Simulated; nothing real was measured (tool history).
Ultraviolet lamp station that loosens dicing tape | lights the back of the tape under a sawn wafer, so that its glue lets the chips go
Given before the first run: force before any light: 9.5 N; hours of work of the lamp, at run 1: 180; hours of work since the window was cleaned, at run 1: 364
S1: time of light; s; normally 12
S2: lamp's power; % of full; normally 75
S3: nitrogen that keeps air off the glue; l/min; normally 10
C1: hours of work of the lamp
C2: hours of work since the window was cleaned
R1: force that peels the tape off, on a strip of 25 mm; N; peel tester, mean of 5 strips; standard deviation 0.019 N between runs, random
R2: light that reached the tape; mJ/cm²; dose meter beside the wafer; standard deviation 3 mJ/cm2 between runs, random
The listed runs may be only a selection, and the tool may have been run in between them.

| run | day | S1 | S2 | S3 | C1 | C2 | R1 | R2 |
|---|---|---|---|---|---|---|---|---|
| 1 | 0.000 | 12 | 75 | 10 | 180 | 364 | 0.920 | 437 |
| 2 | 0.433 | 12 | 75 | 10 | 187 | 371 | 0.908 | 437 |
| 3 | 0.729 | 12 | 75 | 10 | 192 | 376 | 0.920 | 436 |
| 4 | 1.162 | 12 | 75 | 10 | 199 | 383 | 0.928 | 430 |
| 5 | 1.583 | 12 | 75 | 10 | 206 | 390 | 0.889 | 432 |
| 6 | 2.017 | 12 | 75 | 10 | 213 | 398 | 0.888 | 436 |
| 7 | 2.338 | 18 | 75 | 10 | 219 | 403 | 0.335 | 649 |
| 8 | 2.692 | 18 | 75 | 10 | 224 | 409 | 0.346 | 654 |
| 9 | 3.067 | 18 | 75 | 10 | 231 | 415 | 0.337 | 650 |
| 10 | 3.242 | 18 | 75 | 10 | 234 | 418 | 0.341 | 653 |
| 11 | 3.567 | 14 | 62 | 10 | 239 | 423 | 0.999 | 423 |
| 12 | 3.800 | 14 | 82 | 10 | 243 | 427 | 0.501 | 553 |
| 13 | 4.188 | 14 | 82 | 10 | 249 | 434 | 0.525 | 552 |
|  | 4.467 | window cleaned of glue's vapour |
| 14 | 4.529 | 14 | 82 | 10 | 255 | 1 | 0.500 | 556 |
| 15 | 4.858 | 12 | 77 | 5 | 260 | 6 | 1.336 | 446 |

Expected results for the next run?
| 16 | 5.071 | 11 | 96 | 15 | 264 | 10 | ? | ? |

Run 16 gave R1 0.526 N, R2 506 mJ/cm².
Were there no unlogged condition in the tool, this run, its random variation unchanged, would have produced R1 0.525 N, R2 507 mJ/cm².
